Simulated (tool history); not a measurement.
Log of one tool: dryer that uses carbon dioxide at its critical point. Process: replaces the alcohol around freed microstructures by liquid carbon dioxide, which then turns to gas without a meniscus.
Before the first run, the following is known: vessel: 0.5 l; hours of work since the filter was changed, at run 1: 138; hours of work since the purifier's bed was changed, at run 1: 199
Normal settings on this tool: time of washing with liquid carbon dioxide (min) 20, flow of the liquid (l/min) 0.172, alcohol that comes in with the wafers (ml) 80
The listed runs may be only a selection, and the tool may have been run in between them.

run   hour  time of washing with liquid carbon dioxide (min)  flow of the liquid (l/min)  alcohol that comes in with the wafers (ml)  hours of work since the filter was changed  hours of work since the purifier's bed was changed  alcohol left in the vessel before it's heated (ppm by volume)
  1      0                                                20                       0.172                                          80                                         138                                                 199                                                           1678
  2   12.6                                                20                       0.172                                          80                                         143                                                 204                                                           1710
  3   27.3                                                20                       0.172                                          80                                         148                                                 209                                                           1701
  4   36.5                                                20                       0.172                                          80                                         151                                                 212                                                           1782
  5   46.7                                                26                       0.172                                          80                                         155                                                 216                                                            502
  6   54.9                                                17                       0.172                                          80                                         158                                                 219                                                           3466
  7   63.3                                                26                       0.254                                          80                                         161                                                 222                                                             66
  8   72.4                                                25                       0.254                                          74                                         165                                                 226                                                             76
  9   83.1                                                13                       0.254                                          46                                         169                                                 230                                                           1162
 10   92.5                                                17                       0.162                                          46                                         172                                                 233                                                           2532
 11  100.1                                                25                       0.266                                          46                                         175                                                 236                                                             62
 12  113.8                                                20                       0.218                                          33                                         180                                                 241                                                            249

The logged runs with the hidden state left out (each run's random variation unchanged):
Hidden state present: flow that reaches the vessel past the clogged filter, %; alcohol in the recycled carbon dioxide, ppm; drift of the gauge itself on alcohol_ppm, %.
run  alcohol left in the vessel before it's heated (ppm by volume)
  1                                                           1260
  2                                                           1272
  3                                                           1254
  4                                                           1304
  5                                                            318
  6                                                           2645
  7                                                             20
  8                                                             24
  9                                                            822
 10                                                           1915
 11                                                             19
 12                                                            136

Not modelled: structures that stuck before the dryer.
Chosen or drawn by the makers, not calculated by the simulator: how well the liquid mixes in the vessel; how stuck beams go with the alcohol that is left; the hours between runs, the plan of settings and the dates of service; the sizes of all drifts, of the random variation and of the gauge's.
